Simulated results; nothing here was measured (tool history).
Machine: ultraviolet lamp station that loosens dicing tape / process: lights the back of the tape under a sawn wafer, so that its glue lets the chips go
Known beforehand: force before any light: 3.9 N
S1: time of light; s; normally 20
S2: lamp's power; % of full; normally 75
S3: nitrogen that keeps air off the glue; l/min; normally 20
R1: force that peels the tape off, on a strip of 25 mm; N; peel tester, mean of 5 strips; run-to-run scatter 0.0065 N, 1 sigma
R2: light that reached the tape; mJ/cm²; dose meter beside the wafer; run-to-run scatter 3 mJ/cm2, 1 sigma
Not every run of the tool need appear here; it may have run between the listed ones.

run,hour,S1,S2,S3,R1,R2
1,0.0,20,75,20,0.250,394
2,6.5,20,75,14,0.312,391
3,11.6,20,75,14,0.320,391
4,16.3,20,75,14,0.332,397
5,22.2,20,71,20,0.271,376
6,27.1,20,71,20,0.278,368
7,35.8,20,75,20,0.253,393
8,44.1,20,75,20,0.249,391
9,49.2,20,75,20,0.255,388
10,58.3,18,75,20,0.308,348
11,68.0,18,75,20,0.312,353
12,72.4,18,75,20,0.291,349
13,77.3,18,75,20,0.308,351
14,85.6,18,75,20,0.307,353
15,94.3,18,75,20,0.314,346
16,99.5,20,75,20,0.258,389
17,107.7,20,75,20,0.260,383
18,114.3,20,92,20,0.193,478
19,121.1,12,75,6,1.232,229
20,128.3,36,91,12,0.132,839
21,134.5,36,66,12,0.183,609
22,143.8,34,66,12,0.183,575
23,151.9,33,75,20,0.139,624
24,161.2,32,75,36,0.117,612
25,167.1,20,98,38,0.138,500
26,177.2,20,98,38,0.133,494
27,187.6,10,66,20,1.019,168
28,197.1,22,66,40,0.185,365
29,202.5,22,69,40,0.181,382
30,212.1,22,69,11,0.429,380
# hour 214.7: window cleaned of glue's vapour
31,221.5,21,92,14,0.200,536
32,226.4,21,92,14,0.187,533
33,236.4,17,73,25,0.283,341
34,245.4,17,73,25,0.271,337
35,254.9,17,73,25,0.284,342
36,261.9,24,73,6,0.426,477

Selected run-to-run steps in R1, each split into two signed amounts: the part the tool would show with no hidden state at all (from settings, incoming material and random variation), and the remainder, which goes to the hidden state together with any gauge scatter not common to the measured and the hidden-state-free results:
The tool's hidden condition here consists of: lamp's light, % of a new lamp's; light that the window lets through, % of a clean one's; drift of the gauge itself on peel_n, %; drift of the gauge itself on dose_mj_cm2, %.
Run 18 -> 19: S1 20 -> 12, S2 92 -> 75, S3 20 -> 6. R1 +1.039 N: hidden state +0.143, all else +0.896.
Run 19 -> 20: S1 12 -> 36, S2 75 -> 91, S3 6 -> 12. R1 -1.100 N: hidden state -0.165, all else -0.935.
Run 26 -> 27: S1 20 -> 10, S2 98 -> 66, S3 38 -> 20. R1 +0.886 N: hidden state +0.167, all else +0.719.
Run 27 -> 28: S1 10 -> 22, S3 20 -> 40. R1 -0.834 N: hidden state -0.144, all else -0.690.

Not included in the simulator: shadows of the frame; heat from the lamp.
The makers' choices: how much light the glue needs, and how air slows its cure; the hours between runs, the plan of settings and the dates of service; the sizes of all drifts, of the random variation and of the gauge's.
